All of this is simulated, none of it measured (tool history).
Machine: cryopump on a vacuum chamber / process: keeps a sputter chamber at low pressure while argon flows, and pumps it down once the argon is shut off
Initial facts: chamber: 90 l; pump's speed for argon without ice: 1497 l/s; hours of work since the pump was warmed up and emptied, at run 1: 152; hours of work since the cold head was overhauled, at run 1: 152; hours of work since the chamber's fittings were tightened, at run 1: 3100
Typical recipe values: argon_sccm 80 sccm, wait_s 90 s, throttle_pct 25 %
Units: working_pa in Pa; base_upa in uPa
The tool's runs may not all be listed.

run,hour,argon_sccm,wait_s,throttle_pct,hours of work since the pump was warmed up and emptied,hours of work since the cold head was overhauled,hours of work since the chamber's fittings were tightened,working_pa,base_upa
1,0,80,90,25,152,152,3100,0.3662,2.8
2,22.1,80,90,25,165,165,3112,0.3659,2.8
3,36.2,80,90,25,173,173,3120,0.3641,2.76
4,58.2,80,90,25,185,185,3133,0.3673,2.84
5,70.2,80,90,25,192,192,3140,0.364,2.92
6,88.8,80,90,25,203,203,3151,0.3645,2.87
7,111.3,80,90,25,216,216,3164,0.3666,2.92
8,129.7,80,90,25,227,227,3174,0.3681,2.91
9,146.3,80,90,25,236,236,3184,0.3654,2.91
10,164.2,80,90,25,246,246,3194,0.3632,2.9
11,185.9,80,40,25,259,259,3207,0.3657,3.37
12,198,80,40,25,266,266,3214,0.3699,3.37
13,221.9,80,40,25,280,280,3227,0.3664,3.45
14,240.3,80,40,25,290,290,3238,0.3673,3.4
15,266.6,74,40,25,305,305,3253,0.3398,3.47
16,291.3,34,40,25,320,320,3267,0.1559,3.5
17,311.7,33,40,25,331,331,3279,0.1517,3.48
18,337.7,33,40,25,346,346,3294,0.1523,3.49
19,351.6,33,40,25,354,354,3302,0.1525,3.47
20,372,33,40,25,366,366,3314,0.1529,3.51
21,386.1,85,216,39,374,374,3322,0.2542,2.91
22,408.1,37,27,36,387,387,3334,0.1193,3.93
23,420.3,37,27,36,394,394,3341,0.1201,4.04
24,439.7,37,27,36,405,405,3353,0.1198,3.85
25,466.8,86,59,17,420,420,3368,0.5853,3.31
26,487,52,59,36,432,432,3380,0.1687,3.37
27,503.4,52,22,47,442,442,3389,0.1305,4.31
28,519.3,45,130,25,451,451,3398,0.2074,3.04
29,546,102,55,23,466,466,3414,0.5132,3.36
30,562.8,102,55,23,476,476,3423,0.5118,3.54
31,588,102,55,23,490,490,3438,0.5124,3.47
32,606.2,33,28,60,501,501,3448,0.0665,3.99
33,617.3,32,27,25,507,507,3455,0.1476,4
34,633.6,32,27,25,516,516,3464,0.1486,4

Alternative continuations, all from the tool just after run 34; predict every row:
A,645.3,32,170,53,523,523,3471,?,?
B,645.3,77,27,25,523,523,3471,?,?
C,645.3,86,38,17,523,523,3471,?,?

run,working_pa,base_upa
A,0.0713,3.12
B,0.3558,4.06
C,0.5799,3.69
Had the tool no hidden state, the same runs would have come out as:
run,working_pa,base_upa
A,0.067,0.38
B,0.3455,1.35
C,0.5684,0.99

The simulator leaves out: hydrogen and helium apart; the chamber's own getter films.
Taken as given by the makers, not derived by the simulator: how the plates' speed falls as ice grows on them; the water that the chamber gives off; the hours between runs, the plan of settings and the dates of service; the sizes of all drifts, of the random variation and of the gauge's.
